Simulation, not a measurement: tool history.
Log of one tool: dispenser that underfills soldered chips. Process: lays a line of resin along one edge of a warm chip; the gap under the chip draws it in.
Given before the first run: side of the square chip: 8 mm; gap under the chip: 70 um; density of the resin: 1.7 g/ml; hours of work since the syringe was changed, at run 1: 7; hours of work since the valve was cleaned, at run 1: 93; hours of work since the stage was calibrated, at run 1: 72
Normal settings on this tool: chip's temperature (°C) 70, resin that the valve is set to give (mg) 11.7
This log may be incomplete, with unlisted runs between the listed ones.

run,hour,chip's temperature (°C),resin that the valve is set to give (mg),hours of work since the syringe was changed,hours of work since the valve was cleaned,hours of work since the stage was calibrated,time until the resin shows at the far edge (s),resin that the valve gave (mg)
1,0.0,70,11.7,7,93,72,26.0,10.62
2,4.2,59,11.7,10,96,75,44.5,10.46
# hour 6.6: new syringe of resin
3,10.6,59,11.7,3,100,79,32.4,10.46
# hour 12.4: dispensing valve cleaned and set on the balance
4,17.2,59,11.7,7,3,83,38.3,11.59
5,22.7,79,11.7,11,7,87,22.5,11.54
# hour 23.9: new syringe of resin
6,26.0,79,11.7,2,10,89,14.6,11.65
7,31.4,79,11.7,5,13,93,17.2,11.52
8,34.0,79,11.7,7,15,95,18.8,11.54
9,36.7,68,11.7,9,17,97,30.1,11.55
# hour 39.9: new syringe of resin
10,42.5,68,11.7,2,21,101,22.3,11.48
11,48.4,68,11.7,6,26,105,26.6,11.42
12,53.9,68,15.0,10,29,109,30.6,14.57
# hour 55.8: new syringe of resin
13,60.1,68,15.0,3,34,113,22.4,14.49
14,64.7,68,15.0,6,37,117,26.8,14.39
15,68.7,68,15.0,9,40,120,29.7,14.46
# hour 71.7: new syringe of resin
16,71.9,68,15.0,0,42,122,19.7,14.43
17,76.6,68,15.0,4,45,125,23.0,14.34
18,81.6,70,11.7,7,49,129,25.4,11.09
19,86.5,70,11.7,11,52,132,30.8,11.13
# hour 87.7: new syringe of resin
20,90.0,70,14.1,2,55,135,20.0,13.16
21,96.0,60,14.0,6,59,139,34.4,13.04
22,98.9,62,11.1,8,61,141,37.6,10.40
23,103.1,62,11.1,11,64,144,41.5,10.40
# hour 103.9: new syringe of resin
24,108.6,62,11.1,3,68,148,29.6,10.41
25,111.4,71,14.3,5,70,150,22.5,13.26
26,116.5,66,12.5,9,74,153,32.8,11.45
# hour 120.0: new syringe of resin
27,122.7,81,12.8,2,78,158,13.5,11.71
28,127.9,81,12.8,6,82,161,16.7,11.78
29,133.3,70,10.6,10,86,165,29.0,9.64
# hour 136.3: new syringe of resin
30,136.6,68,11.1,0,88,167,21.1,10.10
31,140.6,66,12.2,3,91,170,24.7,11.13
32,143.9,66,12.2,5,93,173,27.9,11.08
33,147.1,80,13.6,8,95,175,19.2,12.29
# hour 152.4: new syringe of resin
34,152.4,63,13.3,0,99,179,23.9,12.01
# hour 156.2: dispensing valve cleaned and set on the balance
35,156.2,76,12.4,2,0,181,17.2,12.38
36,161.4,58,11.7,6,4,184,37.3,11.55
37,167.5,79,12.0,10,8,189,21.9,11.89

What differs in the tool's unlogged condition from the final listed run ahead of each entry between runs to the first listed run following it?
Runs 2 to 3: new syringe of resin (hour 6.6)
  resin's viscosity, % of fresh resin's: 156.2 -> 114.9; dose that the valve gives, % of what is set: 89.75 -> 89.36; true chip temperature over the reading, C: -0.29 -> -0.3
  the result without the hidden state subtracted from the measured one, time until the resin shows at the far edge (s): +16.8 -> +5.2; resin that the valve gave (mg): -1.20 -> -1.24
Runs 3 to 4: dispensing valve cleaned and set on the balance (hour 12.4)
  resin's viscosity, % of fresh resin's: 114.9 -> 138; dose that the valve gives, % of what is set: 89.36 -> 99.54; true chip temperature over the reading, C: -0.3 -> -0.31
  the result without the hidden state subtracted from the measured one, time until the resin shows at the far edge (s): +5.2 -> +10.8; resin that the valve gave (mg): -1.24 -> -0.05
Runs 5 to 6: new syringe of resin (hour 23.9)
  resin's viscosity, % of fresh resin's: 165.3 -> 104.6; dose that the valve gives, % of what is set: 99.13 -> 98.89
  the result without the hidden state subtracted from the measured one, time until the resin shows at the far edge (s): +9.0 -> +0.8; resin that the valve gave (mg): -0.10 -> -0.13
Runs 9 to 10: new syringe of resin (hour 39.9)
  resin's viscosity, % of fresh resin's: 148.4 -> 108.6; dose that the valve gives, % of what is set: 98.11 -> 97.72
  the result without the hidden state subtracted from the measured one, time until the resin shows at the far edge (s): +10.2 -> +2.1; resin that the valve gave (mg): -0.22 -> -0.27
Runs 12 to 13: new syringe of resin (hour 55.8)
  resin's viscosity, % of fresh resin's: 157.9 -> 114.1; dose that the valve gives, % of what is set: 96.92 -> 96.49; true chip temperature over the reading, C: -0.36 -> -0.37
  the result without the hidden state subtracted from the measured one, time until the resin shows at the far edge (s): +11.4 -> +3.1; resin that the valve gave (mg): -0.47 -> -0.52
Runs 15 to 16: new syringe of resin (hour 71.7)
  resin's viscosity, % of fresh resin's: 151 -> 100.3; dose that the valve gives, % of what is set: 95.83 -> 95.61; true chip temperature over the reading, C: -0.38 -> -0.39
  the result without the hidden state subtracted from the measured one, time until the resin shows at the far edge (s): +10.4 -> +0.4; resin that the valve gave (mg): -0.63 -> -0.66
Runs 19 to 20: new syringe of resin (hour 87.7)
  resin's viscosity, % of fresh resin's: 161.2 -> 108.5; dose that the valve gives, % of what is set: 94.57 -> 94.34
  the result without the hidden state subtracted from the measured one, time until the resin shows at the far edge (s): +12.1 -> +1.9; resin that the valve gave (mg): -0.64 -> -0.79
Runs 23 to 24: new syringe of resin (hour 103.9)
  resin's viscosity, % of fresh resin's: 166.2 -> 118; dose that the valve gives, % of what is set: 93.45 -> 93.08; true chip temperature over the reading, C: -0.43 -> -0.44
  the result without the hidden state subtracted from the measured one, time until the resin shows at the far edge (s): +17.2 -> +5.3; resin that the valve gave (mg): -0.72 -> -0.78
Runs 26 to 27: new syringe of resin (hour 120.0)
  resin's viscosity, % of fresh resin's: 152.7 -> 107.6; dose that the valve gives, % of what is set: 92.5 -> 92.08; true chip temperature over the reading, C: -0.45 -> -0.46
  the result without the hidden state subtracted from the measured one, time until the resin shows at the far edge (s): +12.0 -> +1.3; resin that the valve gave (mg): -0.94 -> -1.01
Runs 29 to 30: new syringe of resin (hour 136.3)
  resin's viscosity, % of fresh resin's: 151.7 -> 101.2; dose that the valve gives, % of what is set: 91.32 -> 91.11
  the result without the hidden state subtracted from the measured one, time until the resin shows at the far edge (s): +10.8 -> +1.0; resin that the valve gave (mg): -0.92 -> -0.98
Runs 33 to 34: new syringe of resin (hour 152.4)
  resin's viscosity, % of fresh resin's: 142.6 -> 100.6; dose that the valve gives, % of what is set: 90.34 -> 89.99
  the result without the hidden state subtracted from the measured one, time until the resin shows at the far edge (s): +6.0 -> +0.9; resin that the valve gave (mg): -1.31 -> -1.34
Runs 34 to 35: dispensing valve cleaned and set on the balance (hour 156.2)
  resin's viscosity, % of fresh resin's: 100.6 -> 110.3; dose that the valve gives, % of what is set: 89.99 -> 99.86; true chip temperature over the reading, C: -0.5 -> -0.51
  the result without the hidden state subtracted from the measured one, time until the resin shows at the far edge (s): +0.9 -> +1.8; resin that the valve gave (mg): -1.34 -> -0.02
